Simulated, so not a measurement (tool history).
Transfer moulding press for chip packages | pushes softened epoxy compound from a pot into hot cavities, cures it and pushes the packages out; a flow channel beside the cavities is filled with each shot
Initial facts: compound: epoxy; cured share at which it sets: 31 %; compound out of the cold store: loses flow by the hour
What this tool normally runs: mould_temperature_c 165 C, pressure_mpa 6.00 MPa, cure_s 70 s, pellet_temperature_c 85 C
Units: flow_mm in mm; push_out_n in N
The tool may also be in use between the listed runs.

run,day,mould_temperature_c,pressure_mpa,cure_s,pellet_temperature_c,incoming compound's hours out of the cold store,flow_mm,push_out_n
1,0.000,165,6.00,70,85,28.3,648,427
# day 0.683: plunger's sealing rings changed
# day 1.196: cavities cleaned with cleaning compound and waxed
2,2.062,165,6.00,70,85,31.8,636,407
# day 3.971: cavities cleaned with cleaning compound and waxed
3,3.971,165,6.00,70,85,18.1,682,449
# day 6.683: cavities cleaned with cleaning compound and waxed
4,7.317,165,6.00,70,85,17.3,684,448
# day 9.392: cavities cleaned with cleaning compound and waxed
5,9.675,165,6.00,70,85,33.4,629,402
# day 10.646: plunger's sealing rings changed
# day 12.225: cavities cleaned with cleaning compound and waxed
6,12.808,165,6.00,70,85,10.6,708,457
7,14.708,165,6.00,70,85,17.8,679,449
# day 15.062: cavities cleaned with cleaning compound and waxed
8,16.179,165,6.00,70,85,12.5,703,447
# day 17.704: cavities cleaned with cleaning compound and waxed
9,19.196,163,6.00,70,85,38.6,615,462
# day 20.258: cavities cleaned with cleaning compound and waxed
# day 20.592: plunger's sealing rings changed
10,21.062,165,6.46,70,85,32.6,653,428
# day 22.308: mould's thermocouples calibrated
# day 23.100: cavities cleaned with cleaning compound and waxed
11,24.383,165,6.46,70,85,11.9,731,472
# day 25.812: cavities cleaned with cleaning compound and waxed
12,26.462,165,6.00,70,85,19.9,674,436
# day 28.408: cavities cleaned with cleaning compound and waxed
13,28.408,165,6.58,70,85,40.3,636,414
14,30.067,165,6.58,70,85,45.6,619,407
# day 30.600: plunger's sealing rings changed
# day 31.129: cavities cleaned with cleaning compound and waxed
15,31.658,165,6.00,51,85,33.5,630,872
# day 33.783: cavities cleaned with cleaning compound and waxed
16,34.154,165,6.00,51,85,30.7,637,881
# day 36.333: cavities cleaned with cleaning compound and waxed
17,36.871,165,6.00,51,85,23.4,662,888
18,38.225,165,6.00,51,85,20.3,674,970
# day 38.946: cavities cleaned with cleaning compound and waxed
19,39.679,165,6.00,51,85,29.4,643,932
# day 40.483: plunger's sealing rings changed
# day 41.646: cavities cleaned with cleaning compound and waxed
20,42.138,165,6.00,51,85,17.5,682,981
# day 44.304: cavities cleaned with cleaning compound and waxed
21,44.746,165,6.00,51,85,13.8,697,953
# day 47.067: cavities cleaned with cleaning compound and waxed
22,47.471,165,5.48,70,85,36.6,591,418
# day 49.775: cavities cleaned with cleaning compound and waxed
23,50.133,165,5.48,70,85,39.1,584,404
# day 50.404: plunger's sealing rings changed
24,51.662,165,5.20,66,85,31.4,593,482
# day 52.617: cavities cleaned with cleaning compound and waxed
25,53.171,161,6.92,74,85,38.5,664,464
# day 55.296: cavities cleaned with cleaning compound and waxed
26,56.233,161,5.40,51,86,28.6,615,1057

Alternative continuations, all from the tool just after run 26; predict every row:
# day 57.879: cavities cleaned with cleaning compound and waxed
A,57.892,158,5.60,70,89,42.3,?,?
# day 57.879: cavities cleaned with cleaning compound and waxed
B,57.892,165,6.00,92,85,34.1,?,?
# day 57.879: cavities cleaned with cleaning compound and waxed
C,57.892,161,7.14,51,86,42.1,?,?
# day 57.879: cavities cleaned with cleaning compound and waxed
D,57.892,171,6.00,70,88,13.2,?,?

run,flow_mm,push_out_n
A,588,593
B,627,278
C,660,1010
D,693,325
With no hidden state in the tool, these same runs would have given:
run,flow_mm,push_out_n
A,589,593
B,627,278
C,660,1011
D,693,325
